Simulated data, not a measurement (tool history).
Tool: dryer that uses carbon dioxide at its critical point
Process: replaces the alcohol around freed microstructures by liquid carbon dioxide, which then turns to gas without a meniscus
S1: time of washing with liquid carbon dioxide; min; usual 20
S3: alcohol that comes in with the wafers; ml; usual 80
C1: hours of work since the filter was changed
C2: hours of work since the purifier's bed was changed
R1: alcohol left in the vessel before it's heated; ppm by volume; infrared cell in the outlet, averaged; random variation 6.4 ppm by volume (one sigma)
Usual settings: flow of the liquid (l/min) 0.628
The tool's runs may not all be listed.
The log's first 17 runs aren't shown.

Run 18, hour 736.1: usual settings; C1 415; C2 570. Result: R1 449 ppm by volume.
Run 19, hour 762.7: usual settings; C1 430; C2 585. Result: R1 448 ppm by volume.
Run 20, hour 816.6: usual settings but S3 41 ml; C1 460; C2 615. Result: R1 270 ppm by volume.
Run 21, hour 868.3: usual settings but flow of the liquid (l/min) 0.659; C1 489; C2 644. Result: R1 393 ppm by volume.
Run 22, hour 908.3: usual settings but flow of the liquid (l/min) 0.659; C1 512; C2 667. Result: R1 383 ppm by volume.
At hour 918.4: inlet filter changed.
Run 23, hour 965.5: usual settings but flow of the liquid (l/min) 0.659; C1 27; C2 699. Result: R1 272 ppm by volume.
Run 24, hour 1022.5: usual settings but S1 25 min, flow of the liquid (l/min) 0.659; C1 59; C2 731. Result: R1 134 ppm by volume.
Run 25, hour 1084.8: usual settings but S1 25 min, flow of the liquid (l/min) 0.968; C1 94; C2 766. Result: R1 78 ppm by volume.
Run 26, hour 1117.6: usual settings but S1 17 min, flow of the liquid (l/min) 0.535, S3 35 ml; C1 112; C2 784. Result: R1 559 ppm by volume.
Run 27, hour 1171.7: usual settings but S1 17 min, flow of the liquid (l/min) 0.535, S3 35 ml; C1 143; C2 815. Result: R1 577 ppm by volume.
Run 28, hour 1221: usual settings but S1 17 min, flow of the liquid (l/min) 0.535, S3 35 ml; C1 170; C2 842. Result: R1 586 ppm by volume.
Run 29, hour 1247.5: usual settings but S1 16 min, flow of the liquid (l/min) 0.836, S3 35 ml; C1 185; C2 857. Result: R1 180 ppm by volume.
Run 30, hour 1296.9: usual settings but S1 16 min, flow of the liquid (l/min) 0.857, S3 47 ml; C1 213; C2 885. Result: R1 207 ppm by volume.
Run 31, hour 1326.4: usual settings but flow of the liquid (l/min) 0.802, S3 44 ml; C1 230; C2 902. Result: R1 138 ppm by volume.
Run 32, hour 1354: usual settings but flow of the liquid (l/min) 0.802, S3 44 ml; C1 245; C2 917. Result: R1 142 ppm by volume.
Run 33, hour 1415.9: usual settings but flow of the liquid (l/min) 0.802, S3 44 ml; C1 280; C2 952. Result: R1 143 ppm by volume.
At hour 1438.4: purifier's bed changed.
Run 34, hour 1457.1: usual settings but flow of the liquid (l/min) 0.468, S3 20 ml; C1 302; C2 11. Result: R1 306 ppm by volume.
Run 35, hour 1487.5: usual settings but flow of the liquid (l/min) 0.468, S3 20 ml; C1 319; C2 28. Result: R1 297 ppm by volume.
Run 36, hour 1528.5: usual settings but S1 18 min, flow of the liquid (l/min) 0.802, S3 43 ml; C1 342; C2 51. Result: R1 102 ppm by volume.
Run 37, hour 1587.1: usual settings but S1 18 min, flow of the liquid (l/min) 0.802, S3 43 ml; C1 375; C2 84. Result: R1 104 ppm by volume.

Run 38 comes next. What will it give?
Run 38, hour 1641.1: usual settings but S3 76 ml; C1 405; C2 114. Result: R1 ?.

Run 38 gave R1 368 ppm by volume.
Without the tool's hidden state the same run would have given R1 250 ppm by volume.
